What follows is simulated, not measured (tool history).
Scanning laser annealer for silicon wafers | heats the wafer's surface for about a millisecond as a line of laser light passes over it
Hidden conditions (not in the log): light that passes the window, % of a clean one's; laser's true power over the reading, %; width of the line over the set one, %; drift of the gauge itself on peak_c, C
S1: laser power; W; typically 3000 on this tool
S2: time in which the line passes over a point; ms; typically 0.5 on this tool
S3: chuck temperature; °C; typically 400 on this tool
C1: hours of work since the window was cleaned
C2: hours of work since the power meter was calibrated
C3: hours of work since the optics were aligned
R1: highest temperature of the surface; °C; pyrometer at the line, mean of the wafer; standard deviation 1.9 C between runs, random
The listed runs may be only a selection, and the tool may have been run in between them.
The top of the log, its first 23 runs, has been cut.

| run | hour | S1 | S2 | S3 | C1 | C2 | C3 | R1 |
|---|---|---|---|---|---|---|---|---|
| 24 | 656.8 | 3000 | 0.544 | 393 | 840 | 628 | 297 | 1148 |
| 25 | 700 | 2865 | 0.436 | 380 | 860 | 648 | 317 | 1017 |
|  | 717.3 | window over the wafer cleaned |
| 26 | 724.3 | 2905 | 0.466 | 400 | 3 | 658 | 327 | 1108 |
| 27 | 750.9 | 3000 | 0.5 | 415 | 15 | 670 | 339 | 1180 |
| 28 | 792.1 | 3266 | 0.36 | 415 | 34 | 689 | 358 | 1127 |
| 29 | 810.9 | 2641 | 0.5 | 370 | 43 | 698 | 367 | 1024 |
| 30 | 841.5 | 3162 | 0.406 | 388 | 57 | 712 | 381 | 1114 |
| 31 | 875.3 | 3038 | 0.552 | 388 | 72 | 727 | 396 | 1203 |
| 32 | 905.8 | 3038 | 0.552 | 388 | 86 | 741 | 410 | 1200 |
| 33 | 940 | 3000 | 0.5 | 382 | 102 | 757 | 426 | 1143 |
| 34 | 981.3 | 2553 | 0.397 | 436 | 121 | 776 | 445 | 988 |
| 35 | 1008.4 | 2553 | 0.397 | 436 | 133 | 788 | 457 | 989 |
| 36 | 1034.7 | 3181 | 0.389 | 381 | 145 | 801 | 469 | 1090 |
| 37 | 1055.1 | 3181 | 0.389 | 381 | 155 | 810 | 479 | 1090 |
| 38 | 1078.1 | 2720 | 0.529 | 428 | 165 | 820 | 489 | 1120 |
| 39 | 1115.7 | 2720 | 0.529 | 428 | 183 | 838 | 506 | 1116 |

Run 40 comes next. What will it give?
| 40 | 1146.9 | 2720 | 0.529 | 428 | 197 | 852 | 521 | ? |

Logged for run 40: R1 1116 °C.
With the hidden condition absent and the run-to-run variation left alone, this run would have shown R1 1132 °C.

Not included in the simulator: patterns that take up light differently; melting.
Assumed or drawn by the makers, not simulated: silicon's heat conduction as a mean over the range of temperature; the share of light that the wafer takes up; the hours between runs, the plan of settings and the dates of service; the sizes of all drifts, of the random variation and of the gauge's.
